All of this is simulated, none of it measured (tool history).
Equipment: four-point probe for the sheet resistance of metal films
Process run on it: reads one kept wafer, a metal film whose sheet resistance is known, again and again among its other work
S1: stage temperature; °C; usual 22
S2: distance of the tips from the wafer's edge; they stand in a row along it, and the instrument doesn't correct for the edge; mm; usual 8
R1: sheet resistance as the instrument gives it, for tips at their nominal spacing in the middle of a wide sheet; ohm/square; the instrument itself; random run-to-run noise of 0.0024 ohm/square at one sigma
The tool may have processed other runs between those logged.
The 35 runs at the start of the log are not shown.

run,hour,S1,S2,R1
36,520.8,25,6,12.016016
37,532.2,25,6,12.019242
38,544.2,29,10,11.97129
39,553.6,29,10,11.974209
40,567.8,29,65,11.948041
41,587,24,4,12.103553
42,604.3,19,49,11.937667
43,622.6,33,16,11.961333
44,639,23,29,11.947369

4 options for the next run, each taken on its own from the tool as it stands now. Forecast them:
A,653.9,20,36,?
B,653.9,27,67,?
C,653.9,20,4,?
D,653.9,23,10,?

run,R1
A,11.941035
B,11.947673
C,12.098537
D,11.966394
With no hidden state in the tool, these same runs would have given:
run,R1
A,11.940702
B,11.947341
C,12.0982
D,11.96606
